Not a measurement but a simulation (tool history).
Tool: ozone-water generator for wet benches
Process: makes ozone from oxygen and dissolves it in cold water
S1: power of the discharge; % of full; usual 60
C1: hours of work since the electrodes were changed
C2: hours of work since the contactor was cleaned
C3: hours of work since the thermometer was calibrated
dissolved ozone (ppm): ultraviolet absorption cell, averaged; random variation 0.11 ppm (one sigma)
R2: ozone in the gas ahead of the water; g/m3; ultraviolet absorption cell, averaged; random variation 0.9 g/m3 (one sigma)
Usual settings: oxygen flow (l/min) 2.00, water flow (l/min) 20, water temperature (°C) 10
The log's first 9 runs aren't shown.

run 10 day=14.479 | S1=60 oxygen_flow_(l/min)=2.00 water_flow_(l/min)=20 water_temperature_(°C)=9 | C1=1714 C2=2915 C3=681 | dissolved_ozone_(ppm)=7.0 R2=142.2
run 11 day=16.662 | S1=60 oxygen_flow_(l/min)=2.00 water_flow_(l/min)=20 water_temperature_(°C)=9 | C1=1753 C2=2954 C3=721 | dissolved_ozone_(ppm)=7.0 R2=141.8
run 12 day=18.496 | S1=60 oxygen_flow_(l/min)=2.00 water_flow_(l/min)=20 water_temperature_(°C)=9 | C1=1786 C2=2987 C3=753 | dissolved_ozone_(ppm)=6.9 R2=141.9
run 13 day=20.179 | S1=60 oxygen_flow_(l/min)=2.00 water_flow_(l/min)=20 water_temperature_(°C)=10 | C1=1816 C2=3017 C3=784 | dissolved_ozone_(ppm)=6.8 R2=142.0
run 14 day=21.746 | S1=60 oxygen_flow_(l/min)=2.00 water_flow_(l/min)=20 water_temperature_(°C)=15 | C1=1844 C2=3045 C3=812 | dissolved_ozone_(ppm)=6.7 R2=143.0
run 15 day=23.708 | S1=60 oxygen_flow_(l/min)=2.00 water_flow_(l/min)=20 water_temperature_(°C)=15 | C1=1880 C2=3080 C3=847 | dissolved_ozone_(ppm)=6.5 R2=141.6
run 16 day=24.808 | S1=60 oxygen_flow_(l/min)=2.00 water_flow_(l/min)=20 water_temperature_(°C)=10 | C1=1899 C2=3100 C3=867 | dissolved_ozone_(ppm)=7.1 R2=141.7
run 17 day=25.888 | S1=60 oxygen_flow_(l/min)=2.00 water_flow_(l/min)=20 water_temperature_(°C)=10 | C1=1919 C2=3120 C3=886 | dissolved_ozone_(ppm)=6.6 R2=141.4
run 18 day=27.258 | S1=60 oxygen_flow_(l/min)=2.00 water_flow_(l/min)=20 water_temperature_(°C)=10 | C1=1943 C2=3144 C3=911 | dissolved_ozone_(ppm)=6.7 R2=141.0
run 19 day=28.875 | S1=47 oxygen_flow_(l/min)=3.14 water_flow_(l/min)=30 water_temperature_(°C)=10 | C1=1973 C2=3173 C3=940 | dissolved_ozone_(ppm)=4.5 R2=100.1
run 20 day=30.917 | S1=47 oxygen_flow_(l/min)=3.14 water_flow_(l/min)=30 water_temperature_(°C)=10 | C1=2009 C2=3210 C3=976 | dissolved_ozone_(ppm)=4.4 R2=100.0
run 21 day=32.450 | S1=47 oxygen_flow_(l/min)=3.14 water_flow_(l/min)=30 water_temperature_(°C)=10 | C1=2037 C2=3237 C3=1004 | dissolved_ozone_(ppm)=4.5 R2=100.7
run 22 day=33.958 | S1=91 oxygen_flow_(l/min)=2.49 water_flow_(l/min)=13 water_temperature_(°C)=12 | C1=2064 C2=3265 C3=1031 | dissolved_ozone_(ppm)=14.9 R2=169.5
run 23 day=36.112 | S1=91 oxygen_flow_(l/min)=2.49 water_flow_(l/min)=13 water_temperature_(°C)=12 | C1=2102 C2=3303 C3=1070 | dissolved_ozone_(ppm)=15.0 R2=170.2
run 24 day=37.888 | S1=86 oxygen_flow_(l/min)=3.60 water_flow_(l/min)=26 water_temperature_(°C)=8 | C1=2134 C2=3335 C3=1102 | dissolved_ozone_(ppm)=8.4 R2=141.6
run 25 day=40.021 | S1=100 oxygen_flow_(l/min)=2.00 water_flow_(l/min)=20 water_temperature_(°C)=10 | C1=2173 C2=3373 C3=1140 | dissolved_ozone_(ppm)=9.5 R2=195.7
run 26 day=42.175 | S1=100 oxygen_flow_(l/min)=2.00 water_flow_(l/min)=20 water_temperature_(°C)=10 | C1=2211 C2=3412 C3=1179 | dissolved_ozone_(ppm)=9.7 R2=194.6
run 27 day=43.254 | S1=100 oxygen_flow_(l/min)=2.00 water_flow_(l/min)=20 water_temperature_(°C)=10 | C1=2231 C2=3431 C3=1198 | dissolved_ozone_(ppm)=9.6 R2=193.2

The next listed run, before its measurement:
run 28 day=44.854 | S1=100 oxygen_flow_(l/min)=2.00 water_flow_(l/min)=20 water_temperature_(°C)=10 | C1=2259 C2=3460 C3=1227 | dissolved_ozone_(ppm)=? R2=?

{"run 28": {"dissolved ozone (ppm)": 9.4, "R2": 196.3}}
Without the tool's hidden state the same run would have given dissolved ozone (ppm) 10.6, R2 216.1 g/m3.

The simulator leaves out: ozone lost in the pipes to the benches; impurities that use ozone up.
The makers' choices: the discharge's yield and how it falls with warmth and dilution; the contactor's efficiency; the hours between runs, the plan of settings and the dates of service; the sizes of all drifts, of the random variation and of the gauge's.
